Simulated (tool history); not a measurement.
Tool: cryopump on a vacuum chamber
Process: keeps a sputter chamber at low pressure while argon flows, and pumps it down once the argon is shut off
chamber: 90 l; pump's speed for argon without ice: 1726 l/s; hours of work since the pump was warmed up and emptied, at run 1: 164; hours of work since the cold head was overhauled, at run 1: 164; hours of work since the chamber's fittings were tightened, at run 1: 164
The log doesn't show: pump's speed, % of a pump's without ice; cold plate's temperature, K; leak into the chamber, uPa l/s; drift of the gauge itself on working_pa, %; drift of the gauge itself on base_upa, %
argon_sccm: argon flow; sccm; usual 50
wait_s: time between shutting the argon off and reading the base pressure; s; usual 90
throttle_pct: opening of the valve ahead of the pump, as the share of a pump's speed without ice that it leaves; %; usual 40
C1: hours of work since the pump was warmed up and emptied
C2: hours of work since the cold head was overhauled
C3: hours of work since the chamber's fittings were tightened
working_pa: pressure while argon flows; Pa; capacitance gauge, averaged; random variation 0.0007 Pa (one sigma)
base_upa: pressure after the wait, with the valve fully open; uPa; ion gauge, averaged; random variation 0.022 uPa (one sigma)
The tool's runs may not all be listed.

run 1 day=0.000 | argon_sccm=50 wait_s=90 throttle_pct=40 | C1=164 C2=164 C3=164 | working_pa=0.1244 base_upa=0.69
run 2 day=0.512 | argon_sccm=50 wait_s=90 throttle_pct=40 | C1=175 C2=175 C3=175 | working_pa=0.1255 base_upa=0.75
run 3 day=1.050 | argon_sccm=50 wait_s=90 throttle_pct=40 | C1=187 C2=187 C3=187 | working_pa=0.1269 base_upa=0.71
run 4 day=1.750 | argon_sccm=50 wait_s=90 throttle_pct=40 | C1=201 C2=201 C3=201 | working_pa=0.1250 base_upa=0.76
run 5 day=2.850 | argon_sccm=50 wait_s=90 throttle_pct=40 | C1=225 C2=225 C3=225 | working_pa=0.1258 base_upa=0.77
run 6 day=4.021 | argon_sccm=50 wait_s=218 throttle_pct=40 | C1=250 C2=250 C3=250 | working_pa=0.1284 base_upa=0.53
run 7 day=4.771 | argon_sccm=50 wait_s=218 throttle_pct=40 | C1=266 C2=266 C3=266 | working_pa=0.1276 base_upa=0.56
run 8 day=5.912 | argon_sccm=50 wait_s=218 throttle_pct=40 | C1=290 C2=290 C3=290 | working_pa=0.1274 base_upa=0.53
run 9 day=6.458 | argon_sccm=50 wait_s=89 throttle_pct=40 | C1=301 C2=301 C3=301 | working_pa=0.1276 base_upa=0.82
run 10 day=7.271 | argon_sccm=54 wait_s=90 throttle_pct=40 | C1=318 C2=318 C3=318 | working_pa=0.1382 base_upa=0.88
run 11 day=8.246 | argon_sccm=54 wait_s=90 throttle_pct=40 | C1=339 C2=339 C3=339 | working_pa=0.1389 base_upa=0.90
run 12 day=8.821 | argon_sccm=50 wait_s=131 throttle_pct=40 | C1=351 C2=351 C3=351 | working_pa=0.1292 base_upa=0.75
run 13 day=9.408 | argon_sccm=50 wait_s=131 throttle_pct=40 | C1=364 C2=364 C3=364 | working_pa=0.1287 base_upa=0.74
run 14 day=10.092 | argon_sccm=50 wait_s=131 throttle_pct=40 | C1=378 C2=378 C3=378 | working_pa=0.1295 base_upa=0.75
run 15 day=10.717 | argon_sccm=55 wait_s=90 throttle_pct=40 | C1=391 C2=391 C3=391 | working_pa=0.1423 base_upa=0.89
run 16 day=11.367 | argon_sccm=55 wait_s=90 throttle_pct=40 | C1=405 C2=405 C3=405 | working_pa=0.1423 base_upa=0.94
run 17 day=12.258 | argon_sccm=50 wait_s=31 throttle_pct=40 | C1=424 C2=424 C3=424 | working_pa=0.1310 base_upa=1.75
run 18 day=13.058 | argon_sccm=28 wait_s=24 throttle_pct=50 | C1=441 C2=441 C3=441 | working_pa=0.0601 base_upa=2.17
run 19 day=13.792 | argon_sccm=66 wait_s=90 throttle_pct=40 | C1=457 C2=457 C3=457 | working_pa=0.1735 base_upa=0.97
run 20 day=14.450 | argon_sccm=48 wait_s=180 throttle_pct=25 | C1=471 C2=471 C3=471 | working_pa=0.1961 base_upa=0.73
run 21 day=14.942 | argon_sccm=50 wait_s=248 throttle_pct=40 | C1=481 C2=481 C3=481 | working_pa=0.1306 base_upa=0.73
run 22 day=15.617 | argon_sccm=65 wait_s=28 throttle_pct=42 | C1=495 C2=495 C3=495 | working_pa=0.1643 base_upa=2.02
run 23 day=16.658 | argon_sccm=20 wait_s=216 throttle_pct=23 | C1=517 C2=517 C3=517 | working_pa=0.0895 base_upa=0.75
run 24 day=17.692 | argon_sccm=42 wait_s=90 throttle_pct=40 | C1=539 C2=539 C3=539 | working_pa=0.1123 base_upa=1.03
run 25 day=18.412 | argon_sccm=42 wait_s=90 throttle_pct=40 | C1=555 C2=555 C3=555 | working_pa=0.1117 base_upa=1.08
run 26 day=19.146 | argon_sccm=26 wait_s=129 throttle_pct=40 | C1=570 C2=570 C3=570 | working_pa=0.0698 base_upa=0.89
run 27 day=19.929 | argon_sccm=50 wait_s=46 throttle_pct=40 | C1=587 C2=587 C3=587 | working_pa=0.1341 base_upa=1.46
run 28 day=20.962 | argon_sccm=56 wait_s=75 throttle_pct=40 | C1=609 C2=609 C3=609 | working_pa=0.1508 base_upa=1.16
run 29 day=22.088 | argon_sccm=37 wait_s=40 throttle_pct=29 | C1=632 C2=632 C3=632 | working_pa=0.1351 base_upa=1.69
run 30 day=23.225 | argon_sccm=37 wait_s=40 throttle_pct=29 | C1=656 C2=656 C3=656 | working_pa=0.1345 base_upa=1.69
run 31 day=24.046 | argon_sccm=92 wait_s=186 throttle_pct=40 | C1=674 C2=674 C3=674 | working_pa=0.2509 base_upa=0.88
run 32 day=24.925 | argon_sccm=92 wait_s=186 throttle_pct=40 | C1=693 C2=693 C3=693 | working_pa=0.2506 base_upa=0.95
run 33 day=25.746 | argon_sccm=92 wait_s=186 throttle_pct=40 | C1=710 C2=710 C3=710 | working_pa=0.2535 base_upa=0.95
run 34 day=26.396 | argon_sccm=98 wait_s=30 throttle_pct=23 | C1=724 C2=724 C3=724 | working_pa=0.4449 base_upa=2.06

Hidden state or all else? Some run-to-run changes of working_pa, split into what the settings, what came in and random variation would give without the hidden state, and what is left for the hidden state (with any gauge scatter that isn't in both results):
Run 18 -> 19: argon_sccm 28 -> 66, wait_s 24 -> 90, throttle_pct 50 -> 40. working_pa +0.1134 Pa: hidden state +0.0068, all else +0.1066.
Run 22 -> 23: argon_sccm 65 -> 20, wait_s 28 -> 216, throttle_pct 42 -> 23. working_pa -0.0748 Pa: hidden state -0.0083, all else -0.0665.
Run 30 -> 31: argon_sccm 37 -> 92, wait_s 40 -> 186, throttle_pct 29 -> 40. working_pa +0.1164 Pa: hidden state +0.0152, all else +0.1012.
Run 33 -> 34: argon_sccm 92 -> 98, wait_s 186 -> 30, throttle_pct 40 -> 23. working_pa +0.1914 Pa: hidden state +0.0021, all else +0.1893.

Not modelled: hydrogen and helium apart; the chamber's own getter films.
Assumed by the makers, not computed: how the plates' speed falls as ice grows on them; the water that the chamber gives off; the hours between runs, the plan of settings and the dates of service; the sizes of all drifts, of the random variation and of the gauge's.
